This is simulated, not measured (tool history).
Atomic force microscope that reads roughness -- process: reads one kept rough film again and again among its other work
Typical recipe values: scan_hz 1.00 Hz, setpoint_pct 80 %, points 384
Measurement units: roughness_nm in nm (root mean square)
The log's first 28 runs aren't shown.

run 29 day=48.833 | scan_hz=1.47 setpoint_pct=60 points=475 | roughness_nm=3.441
-- day=49.896 new tip fitted
run 30 day=51.096 | scan_hz=1.28 setpoint_pct=63 points=421 | roughness_nm=4.154
run 31 day=53.071 | scan_hz=1.28 setpoint_pct=63 points=421 | roughness_nm=3.961
run 32 day=55.112 | scan_hz=1.83 setpoint_pct=70 points=384 | roughness_nm=3.707
run 33 day=56.229 | scan_hz=1.83 setpoint_pct=65 points=384 | roughness_nm=3.711
run 34 day=58.558 | scan_hz=2.30 setpoint_pct=79 points=438 | roughness_nm=3.292
-- day=58.808 height scale calibrated on a step standard
run 35 day=60.454 | scan_hz=1.06 setpoint_pct=61 points=409 | roughness_nm=3.598
run 36 day=62.546 | scan_hz=2.11 setpoint_pct=61 points=351 | roughness_nm=3.419
-- day=63.258 height scale calibrated on a step standard, once more
run 37 day=63.646 | scan_hz=2.06 setpoint_pct=80 points=384 | roughness_nm=3.172
-- day=64.829 new tip fitted
run 38 day=65.000 | scan_hz=2.06 setpoint_pct=80 points=384 | roughness_nm=3.804
run 39 day=66.717 | scan_hz=1.26 setpoint_pct=80 points=384 | roughness_nm=3.901
run 40 day=68.204 | scan_hz=1.12 setpoint_pct=56 points=527 | roughness_nm=4.081
run 41 day=69.933 | scan_hz=1.12 setpoint_pct=56 points=527 | roughness_nm=3.961
run 42 day=71.025 | scan_hz=1.00 setpoint_pct=66 points=384 | roughness_nm=3.838
run 43 day=72.496 | scan_hz=1.00 setpoint_pct=66 points=519 | roughness_nm=3.780
run 44 day=73.946 | scan_hz=2.10 setpoint_pct=82 points=714 | roughness_nm=3.322
run 45 day=76.233 | scan_hz=0.83 setpoint_pct=82 points=721 | roughness_nm=3.496
run 46 day=77.900 | scan_hz=1.85 setpoint_pct=82 points=334 | roughness_nm=3.163
run 47 day=79.504 | scan_hz=1.85 setpoint_pct=82 points=334 | roughness_nm=3.078
-- day=79.658 new tip fitted
run 48 day=80.638 | scan_hz=1.50 setpoint_pct=62 points=384 | roughness_nm=4.135
run 49 day=82.088 | scan_hz=0.87 setpoint_pct=63 points=348 | roughness_nm=4.071
run 50 day=84.300 | scan_hz=0.62 setpoint_pct=88 points=862 | roughness_nm=3.808
run 51 day=85.804 | scan_hz=1.57 setpoint_pct=80 points=290 | roughness_nm=3.543
run 52 day=87.604 | scan_hz=0.64 setpoint_pct=80 points=502 | roughness_nm=3.663

Branching from run 52: 3 alternative next runs. What would each branch give?
run A day=88.858 | scan_hz=0.51 setpoint_pct=68 points=480 | roughness_nm=?
run B day=88.858 | scan_hz=3.59 setpoint_pct=59 points=367 | roughness_nm=?
run C day=88.858 | scan_hz=0.56 setpoint_pct=70 points=384 | roughness_nm=?

run=A roughness_nm=3.704
run=B roughness_nm=3.489
run=C roughness_nm=3.677
With the hidden condition removed and each run's random variation left untouched, the same runs would have given:
run=A roughness_nm=4.365
run=B roughness_nm=4.112
run=C roughness_nm=4.336
